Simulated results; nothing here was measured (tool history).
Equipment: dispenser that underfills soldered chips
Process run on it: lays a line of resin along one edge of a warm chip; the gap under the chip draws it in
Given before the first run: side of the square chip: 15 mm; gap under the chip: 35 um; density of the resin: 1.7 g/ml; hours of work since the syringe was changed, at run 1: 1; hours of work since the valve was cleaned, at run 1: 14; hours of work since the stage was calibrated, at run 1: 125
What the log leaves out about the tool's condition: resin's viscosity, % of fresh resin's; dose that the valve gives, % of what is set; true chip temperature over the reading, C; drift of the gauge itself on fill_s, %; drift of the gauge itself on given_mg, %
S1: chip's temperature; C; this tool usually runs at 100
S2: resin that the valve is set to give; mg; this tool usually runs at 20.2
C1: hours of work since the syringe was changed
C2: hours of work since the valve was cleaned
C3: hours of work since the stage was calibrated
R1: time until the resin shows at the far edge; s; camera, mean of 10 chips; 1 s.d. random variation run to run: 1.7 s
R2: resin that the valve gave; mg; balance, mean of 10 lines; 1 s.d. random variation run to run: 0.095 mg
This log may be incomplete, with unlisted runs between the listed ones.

{"run": 1, "day": 0.0, "S1": 100, "S2": 20.2, "C1": 1, "C2": 14, "C3": 125, "R1": 171.6, "R2": 19.87}
{"run": 2, "day": 0.254, "S1": 100, "S2": 20.2, "C1": 4, "C2": 18, "C3": 129, "R1": 196.4, "R2": 19.99}
{"day": 0.354, "done": "new syringe of resin"}
{"run": 3, "day": 0.588, "S1": 100, "S2": 20.2, "C1": 3, "C2": 23, "C3": 133, "R1": 190.8, "R2": 19.82}
{"day": 0.754, "done": "new syringe of resin"}
{"run": 4, "day": 0.879, "S1": 100, "S2": 20.0, "C1": 2, "C2": 27, "C3": 137, "R1": 181.1, "R2": 19.47}
{"day": 1.167, "done": "new syringe of resin"}
{"run": 5, "day": 1.167, "S1": 100, "S2": 20.0, "C1": 0, "C2": 31, "C3": 141, "R1": 167.7, "R2": 19.56}
{"run": 6, "day": 1.483, "S1": 100, "S2": 20.0, "C1": 5, "C2": 35, "C3": 146, "R1": 201.5, "R2": 19.43}
{"day": 1.579, "done": "new syringe of resin"}
{"run": 7, "day": 1.704, "S1": 100, "S2": 20.0, "C1": 2, "C2": 38, "C3": 149, "R1": 184.5, "R2": 19.27}
{"run": 8, "day": 1.862, "S1": 100, "S2": 20.2, "C1": 4, "C2": 41, "C3": 151, "R1": 200.9, "R2": 19.48}
{"day": 1.988, "done": "new syringe of resin"}
{"run": 9, "day": 2.242, "S1": 100, "S2": 20.2, "C1": 4, "C2": 46, "C3": 157, "R1": 195.5, "R2": 19.34}
{"day": 2.396, "done": "new syringe of resin"}
{"run": 10, "day": 2.575, "S1": 100, "S2": 20.2, "C1": 3, "C2": 51, "C3": 161, "R1": 190.3, "R2": 19.22}
{"day": 2.808, "done": "new syringe of resin"}
{"run": 11, "day": 2.808, "S1": 100, "S2": 20.2, "C1": 0, "C2": 54, "C3": 164, "R1": 168.8, "R2": 19.03}
{"run": 12, "day": 3.008, "S1": 100, "S2": 20.2, "C1": 3, "C2": 57, "C3": 167, "R1": 187.3, "R2": 19.22}
{"day": 3.2, "done": "new syringe of resin"}
{"run": 13, "day": 3.392, "S1": 100, "S2": 20.2, "C1": 3, "C2": 62, "C3": 173, "R1": 187.6, "R2": 18.93}
{"run": 14, "day": 3.554, "S1": 100, "S2": 20.2, "C1": 5, "C2": 65, "C3": 175, "R1": 206.2, "R2": 18.97}
{"day": 3.6, "done": "new syringe of resin"}
{"run": 15, "day": 3.771, "S1": 100, "S2": 17.6, "C1": 2, "C2": 68, "C3": 178, "R1": 200.0, "R2": 16.44}
{"day": 4.008, "done": "new syringe of resin"}
{"run": 16, "day": 4.121, "S1": 100, "S2": 17.6, "C1": 2, "C2": 72, "C3": 183, "R1": 194.1, "R2": 16.54}
{"run": 17, "day": 4.342, "S1": 100, "S2": 17.6, "C1": 5, "C2": 76, "C3": 186, "R1": 223.8, "R2": 16.36}
{"day": 4.425, "done": "new syringe of resin"}
{"run": 18, "day": 4.546, "S1": 98, "S2": 18.5, "C1": 2, "C2": 78, "C3": 189, "R1": 200.6, "R2": 17.05}
{"day": 4.842, "done": "new syringe of resin"}
{"run": 19, "day": 4.879, "S1": 98, "S2": 18.5, "C1": 1, "C2": 83, "C3": 194, "R1": 196.3, "R2": 17.0}
{"run": 20, "day": 5.104, "S1": 113, "S2": 19.4, "C1": 4, "C2": 86, "C3": 197, "R1": 134.7, "R2": 17.79}
{"day": 5.254, "done": "new syringe of resin"}
{"run": 21, "day": 5.275, "S1": 105, "S2": 21.5, "C1": 0, "C2": 89, "C3": 199, "R1": 142.7, "R2": 20.03}
{"run": 22, "day": 5.538, "S1": 98, "S2": 20.9, "C1": 4, "C2": 93, "C3": 203, "R1": 214.0, "R2": 19.2}
{"day": 5.671, "done": "new syringe of resin"}
{"run": 23, "day": 5.904, "S1": 106, "S2": 18.1, "C1": 3, "C2": 98, "C3": 208, "R1": 166.5, "R2": 16.45}
{"day": 6.079, "done": "new syringe of resin"}
{"run": 24, "day": 6.112, "S1": 106, "S2": 17.5, "C1": 0, "C2": 101, "C3": 211, "R1": 150.2, "R2": 15.78}
{"run": 25, "day": 6.333, "S1": 106, "S2": 17.5, "C1": 4, "C2": 104, "C3": 214, "R1": 169.4, "R2": 15.74}
{"day": 6.496, "done": "new syringe of resin"}
{"run": 26, "day": 6.562, "S1": 91, "S2": 25.5, "C1": 1, "C2": 107, "C3": 217, "R1": 239.1, "R2": 22.87}
{"run": 27, "day": 6.796, "S1": 91, "S2": 25.5, "C1": 4, "C2": 110, "C3": 221, "R1": 273.1, "R2": 23.01}
{"day": 6.908, "done": "new syringe of resin"}
{"day": 7.1, "done": "dispensing valve cleaned and set on the balance"}
{"run": 28, "day": 7.129, "S1": 112, "S2": 19.2, "C1": 3, "C2": 0, "C3": 225, "R1": 124.6, "R2": 19.14}
{"day": 7.35, "done": "new syringe of resin"}
{"run": 29, "day": 7.362, "S1": 113, "S2": 22.7, "C1": 0, "C2": 4, "C3": 228, "R1": 106.7, "R2": 22.53}
{"run": 30, "day": 7.521, "S1": 108, "S2": 26.0, "C1": 3, "C2": 6, "C3": 230, "R1": 138.2, "R2": 25.87}
{"day": 7.754, "done": "new syringe of resin"}
{"run": 31, "day": 7.829, "S1": 91, "S2": 20.5, "C1": 1, "C2": 10, "C3": 235, "R1": 249.7, "R2": 20.39}
{"day": 8.158, "done": "new syringe of resin"}
{"run": 32, "day": 8.158, "S1": 111, "S2": 24.5, "C1": 0, "C2": 15, "C3": 239, "R1": 115.0, "R2": 24.11}
{"run": 33, "day": 8.358, "S1": 111, "S2": 24.5, "C1": 3, "C2": 18, "C3": 242, "R1": 126.9, "R2": 24.2}
{"day": 8.55, "done": "new syringe of resin"}
{"run": 34, "day": 8.658, "S1": 111, "S2": 24.5, "C1": 2, "C2": 22, "C3": 246, "R1": 123.6, "R2": 24.13}

Branching from run 34: 3 alternative next runs. What would each branch give?
{"run": "A", "day": 8.879, "S1": 111, "S2": 21.0, "C1": 5, "C2": 25, "C3": 250, "R1": "?", "R2": "?"}
{"run": "B", "day": 8.879, "S1": 88, "S2": 19.1, "C1": 5, "C2": 25, "C3": 250, "R1": "?", "R2": "?"}
{"run": "C", "day": 8.879, "S1": 91, "S2": 19.6, "C1": 5, "C2": 25, "C3": 250, "R1": "?", "R2": "?"}

run=A R1=138.3 R2=20.49
run=B R1=325.3 R2=18.75
run=C R1=291.8 R2=19.30
The same runs, with their run-to-run variation unchanged, on a tool lacking any hidden condition would have given:
run=A R1=108.3 R2=20.96
run=B R1=253.0 R2=19.18
run=C R1=227.2 R2=19.74
